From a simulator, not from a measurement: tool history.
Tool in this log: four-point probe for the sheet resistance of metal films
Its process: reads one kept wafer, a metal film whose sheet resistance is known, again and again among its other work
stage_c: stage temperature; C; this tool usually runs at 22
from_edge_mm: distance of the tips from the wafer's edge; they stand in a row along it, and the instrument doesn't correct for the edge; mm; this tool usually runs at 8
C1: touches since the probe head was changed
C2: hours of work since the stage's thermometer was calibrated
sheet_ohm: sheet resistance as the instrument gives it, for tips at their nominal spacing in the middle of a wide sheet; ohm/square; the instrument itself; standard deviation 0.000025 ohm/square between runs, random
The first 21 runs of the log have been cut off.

run 22 hour=944.5 | stage_c=22 from_edge_mm=8 | C1=15884 C2=380 | sheet_ohm=0.126177
run 23 hour=979.2 | stage_c=19 from_edge_mm=13 | C1=16319 C2=398 | sheet_ohm=0.125784
run 24 hour=1043.5 | stage_c=32 from_edge_mm=25 | C1=17125 C2=432 | sheet_ohm=0.124557
run 25 hour=1071.6 | stage_c=24 from_edge_mm=71 | C1=17477 C2=446 | sheet_ohm=0.125009
run 26 hour=1120.2 | stage_c=20 from_edge_mm=7 | C1=18087 C2=472 | sheet_ohm=0.126626
run 27 hour=1173.7 | stage_c=34 from_edge_mm=20 | C1=18758 C2=500 | sheet_ohm=0.124436
run 28 hour=1231.5 | stage_c=33 from_edge_mm=31 | C1=19483 C2=531 | sheet_ohm=0.124389
run 29 hour=1274.1 | stage_c=23 from_edge_mm=10 | C1=20017 C2=553 | sheet_ohm=0.125668
run 30 hour=1310.2 | stage_c=22 from_edge_mm=15 | C1=20470 C2=572 | sheet_ohm=0.125413
run 31 hour=1360.9 | stage_c=26 from_edge_mm=19 | C1=21105 C2=599 | sheet_ohm=0.124996
run 32 hour=1427.7 | stage_c=22 from_edge_mm=41 | C1=21944 C2=634 | sheet_ohm=0.125091
run 33 hour=1464.4 | stage_c=22 from_edge_mm=41 | C1=22404 C2=653 | sheet_ohm=0.125112
run 34 hour=1511.5 | stage_c=23 from_edge_mm=39 | C1=22995 C2=678 | sheet_ohm=0.125087
run 35 hour=1563 | stage_c=29 from_edge_mm=19 | C1=23641 C2=705 | sheet_ohm=0.124761
run 36 hour=1614.4 | stage_c=24 from_edge_mm=8 | C1=24286 C2=732 | sheet_ohm=0.125984
run 37 hour=1667.1 | stage_c=30 from_edge_mm=8 | C1=24946 C2=760 | sheet_ohm=0.12552
run 38 hour=1718.3 | stage_c=30 from_edge_mm=8 | C1=25588 C2=787 | sheet_ohm=0.125518
run 39 hour=1776.2 | stage_c=30 from_edge_mm=8 | C1=26315 C2=817 | sheet_ohm=0.125515
run 40 hour=1816.6 | stage_c=19 from_edge_mm=38 | C1=26821 C2=839 | sheet_ohm=0.125369
run 41 hour=1864.1 | stage_c=22 from_edge_mm=38 | C1=27418 C2=864 | sheet_ohm=0.125121
run 42 hour=1926.2 | stage_c=20 from_edge_mm=19 | C1=28196 C2=896 | sheet_ohm=0.125376
run 43 hour=1987 | stage_c=20 from_edge_mm=19 | C1=28959 C2=929 | sheet_ohm=0.125394
run 44 hour=2042.7 | stage_c=33 from_edge_mm=3 | C1=29657 C2=958 | sheet_ohm=0.13118

Alternative continuations, all from the tool just after run 44; predict every row:
run A hour=2071.3 | stage_c=20 from_edge_mm=5 | C1=30016 C2=973 | sheet_ohm=?
run B hour=2071.3 | stage_c=20 from_edge_mm=16 | C1=30016 C2=973 | sheet_ohm=?
run C hour=2071.3 | stage_c=32 from_edge_mm=28 | C1=30016 C2=973 | sheet_ohm=?
run D hour=2071.3 | stage_c=30 from_edge_mm=22 | C1=30016 C2=973 | sheet_ohm=?

run=A sheet_ohm=0.127811
run=B sheet_ohm=0.125433
run=C sheet_ohm=0.124393
run=D sheet_ohm=0.124584
With the hidden condition removed and each run's random variation left untouched, the same runs would have given:
run=A sheet_ohm=0.12775
run=B sheet_ohm=0.125373
run=C sheet_ohm=0.124333
run=D sheet_ohm=0.124524
